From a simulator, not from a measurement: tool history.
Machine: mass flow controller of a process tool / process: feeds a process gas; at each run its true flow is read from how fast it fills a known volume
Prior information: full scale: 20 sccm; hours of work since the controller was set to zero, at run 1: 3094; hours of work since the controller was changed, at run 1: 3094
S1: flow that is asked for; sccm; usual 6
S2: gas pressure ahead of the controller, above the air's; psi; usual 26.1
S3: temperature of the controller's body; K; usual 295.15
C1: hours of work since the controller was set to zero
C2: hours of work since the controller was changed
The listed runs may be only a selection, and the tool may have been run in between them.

Run 1, hour 0: usual settings; C1 3094; C2 3094. Result: true flow (%) 94.58.
Run 2, hour 102.6: usual settings but S1 16 sccm; C1 3159; C2 3159. Result: true flow (%) 97.13.
Run 3, hour 179.3: usual settings but S2 20.7 psi; C1 3207; C2 3207. Result: true flow (%) 94.79.
Run 4, hour 259.6: usual settings; C1 3257; C2 3257. Result: true flow (%) 94.4.
Run 5, hour 357.1: usual settings; C1 3318; C2 3318. Result: true flow (%) 94.35.
Run 6, hour 448.3: usual settings; C1 3375; C2 3375. Result: true flow (%) 94.23.
Run 7, hour 557.8: usual settings; C1 3443; C2 3443. Result: true flow (%) 94.1.
Run 8, hour 658.4: usual settings; C1 3506; C2 3506. Result: true flow (%) 94.03.
Run 9, hour 743: usual settings; C1 3559; C2 3559. Result: true flow (%) 93.94.
Run 10, hour 811.7: usual settings; C1 3602; C2 3602. Result: true flow (%) 93.85.
Run 11, hour 905: usual settings; C1 3660; C2 3660. Result: true flow (%) 93.89.
Run 12, hour 999.3: usual settings but S2 36.3 psi; C1 3719; C2 3719. Result: true flow (%) 93.26.
Run 13, hour 1093.4: usual settings but S2 26.7 psi; C1 3778; C2 3778. Result: true flow (%) 93.8.
Run 14, hour 1224: usual settings but S2 26.7 psi; C1 3860; C2 3860. Result: true flow (%) 93.51.
Run 15, hour 1288.6: usual settings but S1 3 sccm; C1 3900; C2 3900. Result: true flow (%) 89.75.
Run 16, hour 1347.9: usual settings but S1 3 sccm; C1 3937; C2 3937. Result: true flow (%) 89.56.
At hour 1356.7: controller's zero set anew.
Run 17, hour 1448.2: usual settings but S1 3 sccm; C1 57; C2 4000. Result: true flow (%) 84.55.
Run 18, hour 1519: usual settings but S1 3 sccm; C1 101; C2 4044. Result: true flow (%) 84.46.
Run 19, hour 1582.2: usual settings but S1 3 sccm; C1 141; C2 4083. Result: true flow (%) 84.38.
Run 20, hour 1691.8: usual settings but S1 3 sccm; C1 209; C2 4152. Result: true flow (%) 84.45.
Run 21, hour 1773.6: usual settings but S3 300.15 K; C1 261; C2 4203. Result: true flow (%) 91.17.
Run 22, hour 1880.3: usual settings but S3 300.15 K; C1 327; C2 4270. Result: true flow (%) 91.21.
Run 23, hour 2002.1: usual settings but S1 4 sccm, S3 300.15 K; C1 403; C2 4346. Result: true flow (%) 87.63.
At hour 2037.1: controller's zero set anew, once more.
Run 24, hour 2132.3: usual settings but S1 4 sccm, S3 304.15 K; C1 60; C2 4427. Result: true flow (%) 97.34.
Run 25, hour 2198.7: usual settings but S1 4 sccm, S3 304.15 K; C1 101; C2 4468. Result: true flow (%) 97.31.
Run 26, hour 2267.7: usual settings but S1 4 sccm, S3 304.15 K; C1 144; C2 4512. Result: true flow (%) 97.18.
Run 27, hour 2343.9: usual settings but S3 302.15 K; C1 192; C2 4559. Result: true flow (%) 97.3.
Run 28, hour 2400.6: usual settings but S1 5 sccm, S2 21.9 psi, S3 299.15 K; C1 227; C2 4595. Result: true flow (%) 97.02.
Run 29, hour 2515.6: usual settings but S1 5 sccm, S2 21.9 psi, S3 299.15 K; C1 299; C2 4667. Result: true flow (%) 96.84.
Run 30, hour 2589: usual settings but S1 5 sccm, S2 21.9 psi, S3 299.15 K; C1 345; C2 4712. Result: true flow (%) 96.78.
Run 31, hour 2686: usual settings but S2 40 psi; C1 406; C2 4773. Result: true flow (%) 95.59.
Run 32, hour 2817.5: usual settings but S1 12 sccm, S2 30 psi, S3 303.15 K; C1 488; C2 4855. Result: true flow (%) 97.77.
Run 33, hour 2898.7: usual settings but S1 12 sccm, S2 30 psi, S3 303.15 K; C1 539; C2 4906. Result: true flow (%) 97.63.
Run 34, hour 2990.5: usual settings but S1 19 sccm, S2 32.2 psi, S3 308.15 K; C1 596; C2 4964. Result: true flow (%) 98.76.
Run 35, hour 3120.4: usual settings but S1 19 sccm, S2 32.2 psi, S3 308.15 K; C1 677; C2 5045. Result: true flow (%) 98.61.
Run 36, hour 3177.3: usual settings but S1 19 sccm, S2 32.2 psi, S3 308.15 K; C1 713; C2 5080. Result: true flow (%) 98.64.
Run 37, hour 3237.3: usual settings but S1 2 sccm, S2 31.9 psi, S3 308.15 K; C1 750; C2 5118. Result: true flow (%) 94.89.
Run 38, hour 3304.5: usual settings but S1 2 sccm, S2 31.9 psi, S3 308.15 K; C1 792; C2 5160. Result: true flow (%) 94.73.
Run 39, hour 3374.4: usual settings but S1 16 sccm; C1 836; C2 5204. Result: true flow (%) 97.24.
Run 40, hour 3440.8: usual settings but S1 16 sccm; C1 878; C2 5245. Result: true flow (%) 97.34.
Run 41, hour 3531.9: usual settings but S1 11 sccm, S2 30 psi, S3 299.15 K; C1 935; C2 5302. Result: true flow (%) 96.89.
Run 42, hour 3628.2: usual settings but S1 11 sccm, S2 30 psi, S3 299.15 K; C1 995; C2 5362. Result: true flow (%) 96.74.
Run 43, hour 3707.7: usual settings but S1 16 sccm, S2 30 psi, S3 296.15 K; C1 1045; C2 5412. Result: true flow (%) 97.08.
Run 44, hour 3809.7: usual settings but S1 16 sccm, S2 33.5 psi, S3 312.15 K; C1 1108; C2 5476. Result: true flow (%) 98.53.
Run 45, hour 3938.6: usual settings but S1 5 sccm, S2 24.1 psi, S3 312.15 K; C1 1189; C2 5556. Result: true flow (%) 96.9.
Run 46, hour 4002.6: usual settings but S1 5 sccm, S2 24.1 psi, S3 312.15 K; C1 1229; C2 5596. Result: true flow (%) 96.8.
Run 47, hour 4110.7: usual settings but S2 29.4 psi, S3 296.15 K; C1 1296; C2 5664. Result: true flow (%) 95.04.
Run 48, hour 4215.6: usual settings but S1 20 sccm, S2 23.8 psi, S3 303.15 K; C1 1362; C2 5730. Result: true flow (%) 98.27.

Pick out some run-to-run changes in true flow (%). Of each, how much would a tool without hidden state show as well, from the settings, what came in and chance, and how much is left for the hidden state and any gauge scatter not in both results compared?
Hidden state present: flow at rest that the sensor doesn't see, % of full scale; true flow over the shown one, %; drift of the gauge itself on true_pct, %.
Run 16 -> 17: controller's zero set anew. true flow (%) -5.01: hidden state -5.03, all else +0.02.
Run 20 -> 21: S1 3 -> 6, S3 295.15 -> 300.15. true flow (%) +6.72: hidden state +6.25, all else +0.47.
Run 23 -> 24: S3 300.15 -> 304.15, controller's zero set anew, once more. true flow (%) +9.71: hidden state +9.28, all else +0.43.

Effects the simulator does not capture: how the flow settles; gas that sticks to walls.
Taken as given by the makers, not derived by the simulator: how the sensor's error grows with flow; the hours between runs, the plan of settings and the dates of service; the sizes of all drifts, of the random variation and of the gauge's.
